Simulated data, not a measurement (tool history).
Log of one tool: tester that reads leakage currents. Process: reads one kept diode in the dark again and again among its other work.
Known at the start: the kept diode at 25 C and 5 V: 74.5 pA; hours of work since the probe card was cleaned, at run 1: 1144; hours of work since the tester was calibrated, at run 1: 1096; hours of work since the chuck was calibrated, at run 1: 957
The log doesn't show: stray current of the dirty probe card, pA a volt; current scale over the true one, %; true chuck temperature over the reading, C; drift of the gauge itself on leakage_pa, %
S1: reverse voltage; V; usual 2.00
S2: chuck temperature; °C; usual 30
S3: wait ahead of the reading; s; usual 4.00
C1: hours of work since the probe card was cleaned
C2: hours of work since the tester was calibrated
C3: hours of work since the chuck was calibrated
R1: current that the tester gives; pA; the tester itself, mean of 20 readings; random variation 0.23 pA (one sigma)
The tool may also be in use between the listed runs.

run     day     S1  S2    S3    C1    C2    C3      R1
  1   0.000   2.00  30  4.00  1144  1096   957   81.43
  2   1.221   2.00  30  4.00  1163  1114   976   81.08
  3   3.996   2.00  30  3.65  1205  1156  1018   81.66
  4   6.054   2.00  30  3.65  1236  1188  1049   81.87
  5   7.542   2.00  30  4.67  1259  1210  1072   81.80
  6  10.067   2.00  30  4.93  1297  1249  1110   82.19
  7  12.438   2.00  30  4.00  1333  1285  1146   82.43
  8  14.092   1.25  30  4.00  1359  1310  1171   65.60
  9  15.846   1.25  30  4.00  1385  1337  1198   65.91
 10  17.354   1.25  30  4.00  1408  1360  1221   65.70
 11  19.600   1.25  30  2.01  1442  1394  1255   65.91
 12  21.121   2.00  55  4.00  1466  1417  1278  556.29
 13  23.062   2.00  30  4.00  1495  1446  1308   83.51
 14  25.750   2.00  30  4.00  1536  1487  1349   83.61
 15  28.271   2.00  30  4.00  1574  1526  1387   83.80
 16  29.825   2.00  30  4.00  1598  1549  1411   84.35
 17  31.938   2.00  30  4.00  1630  1581  1443   84.38
 18  33.608   8.44  40  7.01  1655  1607  1468  369.65
 19  35.550   7.55  27  1.54  1685  1636  1498  132.95
 20  36.771   7.55  27  1.54  1704  1655  1516  133.17
 21  38.008   2.00  22  0.43  1722  1674  1535   45.35
 22  39.654   2.00  22  0.43  1747  1699  1560   45.58
 23  42.454  11.65  30  2.12  1790  1741  1603  210.76
 24  44.879   2.00  30  9.94  1827  1778  1640   85.14
 25  46.700   5.98  30  1.00  1855  1806  1667  150.01
 26  48.933   7.06  29  1.33  1888  1840  1701  152.81
 27  50.725  10.21  29  4.35  1916  1867  1728  185.45
 28  52.450  10.21  29  4.35  1942  1893  1755  186.39
     53.738  -- probe card cleaned and baked
 29  54.412  10.21  29  4.35    10  1921  1783  159.24
 30  56.500  11.09  30  1.14    42  1953  1814  182.82
 31  58.742   4.40  30  0.73    76  1987  1848  119.12
 32  60.204   2.00  30  2.82    98  2009  1871   81.38
 33  62.033  18.92  31  0.54   126  2037  1899  260.80
 34  63.354   1.30  55  3.33   146  2057  1919  461.05

Measured less the same run without the tool's hidden state. The same run-to-run variation is in both; the gauge's scatter may not be:
run      R1
  1   +6.44
  2   +6.52
  3   +6.79
  4   +6.98
  5   +7.12
  6   +7.35
  7   +7.57
  8   +5.55
  9   +5.69
 10   +5.75
 11   +5.90
 12  +30.08
 13   +8.56
 14   +8.79
 15   +9.02
 16   +9.19
 17   +9.38
 18  +39.48
 19  +24.64
 20  +24.90
 21   +7.38
 22   +7.53
 23  +40.41
 24  +10.51
 25  +24.46
 26  +27.75
 27  +38.05
 28  +38.68
 29  +12.28
 30  +14.58
 31   +9.71
 32   +6.70
 33  +23.57
 34  +31.84
